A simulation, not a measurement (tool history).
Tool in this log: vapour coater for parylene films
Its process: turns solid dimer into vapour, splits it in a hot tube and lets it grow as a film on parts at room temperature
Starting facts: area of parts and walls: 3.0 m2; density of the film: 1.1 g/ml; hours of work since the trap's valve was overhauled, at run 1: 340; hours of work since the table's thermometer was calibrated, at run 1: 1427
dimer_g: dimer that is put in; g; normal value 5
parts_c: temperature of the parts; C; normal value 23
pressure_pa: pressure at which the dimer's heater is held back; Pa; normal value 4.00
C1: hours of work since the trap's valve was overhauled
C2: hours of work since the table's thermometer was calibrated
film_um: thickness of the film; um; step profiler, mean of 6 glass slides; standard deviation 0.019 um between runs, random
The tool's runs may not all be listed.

Run 1, hour 0.0: usual settings; C1 340; C2 1427. Result: film_um 0.80 um.
Run 2, hour 60.4: usual settings; C1 376; C2 1462. Result: film_um 0.79 um.
Run 3, hour 100.0: usual settings; C1 399; C2 1486. Result: film_um 0.78 um.
Run 4, hour 165.1: usual settings; C1 437; C2 1524. Result: film_um 0.78 um.
Run 5, hour 217.9: usual settings; C1 468; C2 1555. Result: film_um 0.77 um.
Run 6, hour 257.7: usual settings; C1 492; C2 1578. Result: film_um 0.77 um.
Run 7, hour 305.3: usual settings but parts_c 32 C, pressure_pa 10.54 Pa; C1 520; C2 1606. Result: film_um 0.42 um.
Run 8, hour 341.9: usual settings but dimer_g 3 g, parts_c 16 C, pressure_pa 2.18 Pa; C1 541; C2 1628. Result: film_um 0.71 um.
At hour 348.7: table's thermometer calibrated.
Run 9, hour 394.4: usual settings but dimer_g 3 g, parts_c 16 C, pressure_pa 2.18 Pa; C1 572; C2 27. Result: film_um 0.66 um.

Predict the results of run 10:
Run 10, hour 438.8: usual settings but dimer_g 3 g, parts_c 16 C, pressure_pa 2.18 Pa; C1 598; C2 53. Result: film_um ?.

{"run 10": {"film_um": 0.64}}
Without the tool's hidden state the same run would have given film_um 0.74 um.
